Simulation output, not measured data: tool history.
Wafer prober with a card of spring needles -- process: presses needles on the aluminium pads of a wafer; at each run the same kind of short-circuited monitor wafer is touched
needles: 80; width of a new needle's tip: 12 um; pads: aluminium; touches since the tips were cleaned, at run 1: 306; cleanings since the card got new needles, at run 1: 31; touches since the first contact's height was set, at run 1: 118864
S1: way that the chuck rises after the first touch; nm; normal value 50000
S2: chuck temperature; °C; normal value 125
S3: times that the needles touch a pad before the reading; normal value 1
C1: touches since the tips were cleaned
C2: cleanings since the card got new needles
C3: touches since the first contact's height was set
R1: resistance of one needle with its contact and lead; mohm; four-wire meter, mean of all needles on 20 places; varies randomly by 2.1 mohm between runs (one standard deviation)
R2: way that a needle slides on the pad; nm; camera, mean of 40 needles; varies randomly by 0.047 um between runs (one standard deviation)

Run 1, hour 0: usual settings; C1 306; C2 31; C3 118864. Result: R1 240 mohm, R2 9670 nm.
At hour 12.3: tips cleaned on abrasive film.
Run 2, hour 19.7: usual settings; C1 1987; C2 32; C3 124133. Result: R1 252 mohm, R2 9710 nm.
At hour 25.9: tips cleaned on abrasive film.
Run 3, hour 31.1: usual settings; C1 1388; C2 33; C3 127179. Result: R1 251 mohm, R2 9750 nm.
At hour 38.8: tips cleaned on abrasive film.
Run 4, hour 40.4: usual settings; C1 412; C2 34; C3 129652. Result: R1 240 mohm, R2 9700 nm.
At hour 51.7: tips cleaned on abrasive film.
Run 5, hour 60.7: usual settings but S3 3; C1 2410; C2 35; C3 135098. Result: R1 241 mohm, R2 9620 nm.
At hour 65: tips cleaned on abrasive film.
Run 6, hour 74.5: usual settings; C1 2571; C2 36; C3 138799. Result: R1 257 mohm, R2 9740 nm.
At hour 78.1: tips cleaned on abrasive film.
At hour 91.6: tips cleaned on abrasive film.
Run 7, hour 93.8: usual settings; C1 585; C2 38; C3 143922. Result: R1 244 mohm, R2 9620 nm.
At hour 105.4: tips cleaned on abrasive film.
Run 8, hour 112: usual settings but S2 58 °C; C1 1789; C2 39; C3 148818. Result: R1 239 mohm, R2 9720 nm.
At hour 118.2: tips cleaned on abrasive film.
Run 9, hour 126: usual settings but S1 32000 nm; C1 2105; C2 40; C3 152549. Result: R1 281 mohm, R2 6120 nm.
At hour 131.1: tips cleaned on abrasive film.
Run 10, hour 139.9: usual settings but S3 2; C1 2394; C2 41; C3 156280. Result: R1 247 mohm, R2 9640 nm.
At hour 141.7: height of the first contact set anew.
At hour 144.6: tips cleaned on abrasive film.
At hour 157.9: tips cleaned on abrasive film.
Run 11, hour 161.6: usual settings but S3 2; C1 1007; C2 43; C3 5294. Result: R1 246 mohm, R2 9370 nm.
At hour 170.8: tips cleaned on abrasive film.
Run 12, hour 170.9: usual settings but S2 76 °C, S3 2; C1 33; C2 44; C3 7766. Result: R1 227 mohm, R2 9390 nm.
At hour 184.5: tips cleaned on abrasive film.
Run 13, hour 188.5: usual settings but S1 53000 nm, S2 78 °C, S3 2; C1 1079; C2 45; C3 12492. Result: R1 233 mohm, R2 10010 nm.
At hour 197.4: tips cleaned on abrasive film.
Run 14, hour 204.3: usual settings but S1 54000 nm, S2 79 °C; C1 1862; C2 46; C3 16707. Result: R1 243 mohm, R2 10210 nm.

Predict the results of run 15:
At hour 210.9: tips cleaned on abrasive film.
Run 15, hour 213.4: usual settings but S1 54000 nm, S2 79 °C; C1 665; C2 47; C3 19132. Result: R1 ?, R2 ?.

R1: 233 mohm
R2: 10200 nm
The same run, on a tool lacking any hidden state, would have yielded R1 224 mohm, R2 10790 nm.
